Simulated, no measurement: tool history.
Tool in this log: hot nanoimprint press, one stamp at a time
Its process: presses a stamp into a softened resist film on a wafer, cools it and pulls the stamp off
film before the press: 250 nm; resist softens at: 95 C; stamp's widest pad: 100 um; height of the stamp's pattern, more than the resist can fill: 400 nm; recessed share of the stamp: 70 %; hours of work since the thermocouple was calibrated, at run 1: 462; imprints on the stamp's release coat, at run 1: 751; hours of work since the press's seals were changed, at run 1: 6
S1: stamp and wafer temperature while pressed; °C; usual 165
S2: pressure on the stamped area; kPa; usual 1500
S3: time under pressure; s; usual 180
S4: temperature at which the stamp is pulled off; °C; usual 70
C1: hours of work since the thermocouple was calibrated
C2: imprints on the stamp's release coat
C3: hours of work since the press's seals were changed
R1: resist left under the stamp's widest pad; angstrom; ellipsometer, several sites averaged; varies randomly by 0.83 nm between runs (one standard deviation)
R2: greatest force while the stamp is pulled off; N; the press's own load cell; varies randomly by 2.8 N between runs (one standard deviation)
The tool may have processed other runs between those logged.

run 1 hour=0.0 | S1=165 S2=1500 S3=180 S4=70 | C1=462 C2=751 C3=6 | R1=1467 R2=132
run 2 hour=13.2 | S1=165 S2=1500 S3=180 S4=76 | C1=468 C2=779 C3=11 | R1=1463 R2=116
run 3 hour=21.6 | S1=165 S2=1500 S3=180 S4=76 | C1=471 C2=798 C3=15 | R1=1443 R2=123
run 4 hour=30.6 | S1=165 S2=1500 S3=180 S4=76 | C1=475 C2=817 C3=19 | R1=1445 R2=126
run 5 hour=45.3 | S1=165 S2=1500 S3=180 S4=76 | C1=481 C2=849 C3=25 | R1=1448 R2=124
run 6 hour=55.9 | S1=165 S2=1500 S3=180 S4=70 | C1=486 C2=873 C3=30 | R1=1452 R2=128
run 7 hour=69.2 | S1=165 S2=1500 S3=180 S4=70 | C1=492 C2=902 C3=35 | R1=1452 R2=130
run 8 hour=76.0 | S1=165 S2=1660 S3=180 S4=70 | C1=495 C2=916 C3=38 | R1=1399 R2=127
run 9 hour=86.6 | S1=165 S2=1500 S3=180 S4=70 | C1=499 C2=940 C3=43 | R1=1449 R2=132
run 10 hour=96.6 | S1=163 S2=970 S3=239 S4=74 | C1=503 C2=961 C3=47 | R1=1602 R2=122
run 11 hour=110.7 | S1=163 S2=970 S3=239 S4=74 | C1=509 C2=992 C3=53 | R1=1602 R2=123
run 12 hour=121.9 | S1=171 S2=1560 S3=228 S4=71 | C1=514 C2=1017 C3=58 | R1=1100 R2=124
run 13 hour=134.0 | S1=157 S2=2050 S3=180 S4=60 | C1=519 C2=1043 C3=63 | R1=1659 R2=142
run 14 hour=146.2 | S1=161 S2=1890 S3=180 S4=70 | C1=525 C2=1070 C3=68 | R1=1511 R2=132
run 15 hour=156.0 | S1=161 S2=1890 S3=180 S4=70 | C1=529 C2=1091 C3=72 | R1=1513 R2=126
run 16 hour=166.9 | S1=161 S2=1890 S3=180 S4=70 | C1=533 C2=1115 C3=77 | R1=1497 R2=131

For run 17, what comes out?
run 17 hour=179.4 | S1=161 S2=1890 S3=180 S4=70 | C1=539 C2=1142 C3=82 | R1=? R2=?

R1: 1514 angstrom
R2: 122 N
Take away the tool's hidden state, keep the run-to-run variation as it was, and the same run would have given R1 1516 angstrom, R2 121 N.
